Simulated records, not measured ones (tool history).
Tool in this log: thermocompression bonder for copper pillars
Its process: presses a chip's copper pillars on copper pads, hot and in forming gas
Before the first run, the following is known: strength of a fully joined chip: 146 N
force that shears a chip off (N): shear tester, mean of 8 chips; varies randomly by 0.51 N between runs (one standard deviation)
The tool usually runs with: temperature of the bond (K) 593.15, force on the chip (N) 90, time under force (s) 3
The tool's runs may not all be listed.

run    day  temperature of the bond (K)  force on the chip (N)  time under force (s)  force that shears a chip off (N)
  1  0.000                       593.15                     90                     3                              70.3
  2  0.317                       593.15                     90                     3                              75.8
  3  0.704                       593.15                     90                     3                              75.1
  4  1.042                       593.15                     90                     3                              75.0
  5  1.471                       593.15                     90                     3                              74.4
  6  1.708                       593.15                     90                     3                              74.0
  7  1.954                       593.15                     70                     3                              61.3
  8  2.179                       593.15                     70                     3                              61.0
  9  2.479                       593.15                     70                     3                              61.8
 10  2.779                       593.15                     90                     8                             100.1
 11  3.071                       593.15                     90                     8                             100.2
 12  3.317                       593.15                     56                     8                              72.0
 13  3.638                       598.15                     90                     3                              78.3
 14  3.842                       598.15                     90                     3                              78.9
 15  4.200                       598.15                     90                     3                              77.8
 16  4.500                       598.15                     90                     3                              77.9
 17  4.938                       572.15                     90                     5                              67.2
 18  5.296                       615.15                     94                     6                             113.6
 19  5.633                       612.15                     94                     4                             100.5
 20  6.088                       612.15                     94                     4                             101.7
 21  6.450                       594.15                     90                     2                              65.7
 22  6.767                       594.15                     90                     4                              82.7
 23  7.046                       607.15                    126                     7                             126.8
 24  7.288                       606.15                     57                     3                              60.3
 25  7.683                       619.15                     90                     2                              86.2
 26  7.983                       566.15                     90                     4                              56.5
 27  8.221                       566.15                     90                     4                              57.2
 28  8.596                       566.15                     90                     4                              56.5

Not shown: 2 entries that the log had between the listed runs. Between which runs, and how does the tool's hidden state differ before and after?
In the gap between runs 1 and 2: heater calibrated with a thermocouple chip (day 0.112)
  true temperature of the bond over the reading, C: -6.1 -> 0; oxide that the forming gas leaves, % of the face: 1.44 -> 1.51
  what was measured, less what the result would be without the hidden state, force that shears a chip off (N): -6.5 -> -1.1
In the gap between runs 19 and 20: forming gas filter changed (day 5.900)
  true temperature of the bond over the reading, C: -1 -> -1.1; oxide that the forming gas leaves, % of the face: 3.26 -> 0.62
  what was measured, less what the result would be without the hidden state, force that shears a chip off (N): -4.2 -> -1.5
